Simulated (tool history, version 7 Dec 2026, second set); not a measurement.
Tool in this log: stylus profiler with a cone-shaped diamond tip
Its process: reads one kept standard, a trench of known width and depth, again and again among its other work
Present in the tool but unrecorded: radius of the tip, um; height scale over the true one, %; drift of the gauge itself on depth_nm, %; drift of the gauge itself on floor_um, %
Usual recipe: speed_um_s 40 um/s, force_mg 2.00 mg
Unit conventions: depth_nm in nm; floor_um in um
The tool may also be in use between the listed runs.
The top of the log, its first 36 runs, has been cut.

run,hour,speed_um_s,force_mg,scans with this tip,hours of work since the height scale was calibrated,depth_nm,floor_um
37,557.3,42,5.99,4277,290,102.92,48.36
38,569.6,101,2.36,4358,296,101.48,48.13
39,592.8,57,4.21,4508,306,102.34,48.31
40,602.6,57,4.21,4572,310,102.25,48.35
41,623.1,41,3.51,4705,319,102.17,48.38
42,645.4,12,4.21,4850,329,102.23,48.44
43,659.5,14,2.70,4942,335,101.70,48.36
44,677.8,14,2.70,5061,343,101.66,48.39
45,696.1,29,2.70,5180,352,101.82,48.36
46,712.4,82,5.78,5286,359,102.78,48.29
47,735.2,38,1.85,5434,369,101.45,48.29
48,748.4,38,1.85,5520,375,101.56,48.30

3 ways to go on from here, each from the tool as it stands after run 48. What would each give?
A,759.3,49,2.00,5591,379,?,?
B,759.3,36,0.85,5591,379,?,?
C,759.3,40,2.59,5591,379,?,?

run,depth_nm,floor_um
A,101.56,48.25
B,100.94,48.28
C,101.78,48.30
Take away the tool's hidden state, keep each run's random variation, and the runs would have read:
run,depth_nm,floor_um
A,101.37,48.43
B,100.75,48.46
C,101.59,48.48

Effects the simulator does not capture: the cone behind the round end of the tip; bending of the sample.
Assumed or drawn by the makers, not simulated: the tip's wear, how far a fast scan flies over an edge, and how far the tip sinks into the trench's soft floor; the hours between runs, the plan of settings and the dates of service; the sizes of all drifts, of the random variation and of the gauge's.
